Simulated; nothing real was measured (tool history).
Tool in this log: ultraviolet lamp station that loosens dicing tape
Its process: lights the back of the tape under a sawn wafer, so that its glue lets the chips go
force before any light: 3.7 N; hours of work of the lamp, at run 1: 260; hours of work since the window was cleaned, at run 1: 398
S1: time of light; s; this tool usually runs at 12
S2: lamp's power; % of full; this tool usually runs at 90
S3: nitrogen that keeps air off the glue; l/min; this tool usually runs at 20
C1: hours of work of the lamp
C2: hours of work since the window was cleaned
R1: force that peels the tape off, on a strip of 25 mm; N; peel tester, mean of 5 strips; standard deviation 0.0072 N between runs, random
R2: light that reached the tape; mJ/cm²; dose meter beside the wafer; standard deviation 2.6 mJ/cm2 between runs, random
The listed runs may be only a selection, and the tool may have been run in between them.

run,hour,S1,S2,S3,C1,C2,R1,R2
1,0,12,90,20,260,398,0.282,272
2,51.2,12,90,20,297,435,0.278,266
3,112.6,12,90,20,342,480,0.296,254
4,174,12,90,20,387,525,0.291,246
5,218.9,12,87,20,420,558,0.331,235
# hour 289.5: window cleaned of glue's vapour
6,298,12,90,27,477,6,0.289,241
7,371.1,12,90,20,531,60,0.326,235
8,440.5,12,90,20,582,110,0.349,223
9,511.2,7,82,17,633,162,0.867,113
10,596.3,12,66,13,696,224,0.695,151
11,639.2,12,86,13,727,256,0.504,185
# hour 650.5: lamp changed
12,721.2,12,86,13,52,315,0.305,287
13,793.4,12,74,40,105,368,0.273,243
14,849.5,12,74,40,146,409,0.278,236

Consider 3 possible next runs. They are alternatives, not a sequence: every one starts from the tool as it was left by run 14. What does each give?
A,918.5,9,69,33,196,459,?,?
B,918.5,12,70,40,196,459,?,?
C,918.5,9,73,35,196,459,?,?

run,R1,R2
A,0.418,162
B,0.272,216
C,0.359,169
Without the tool's hidden state the same runs would have given:
run,R1,R2
A,0.348,191
B,0.25,255
C,0.304,200
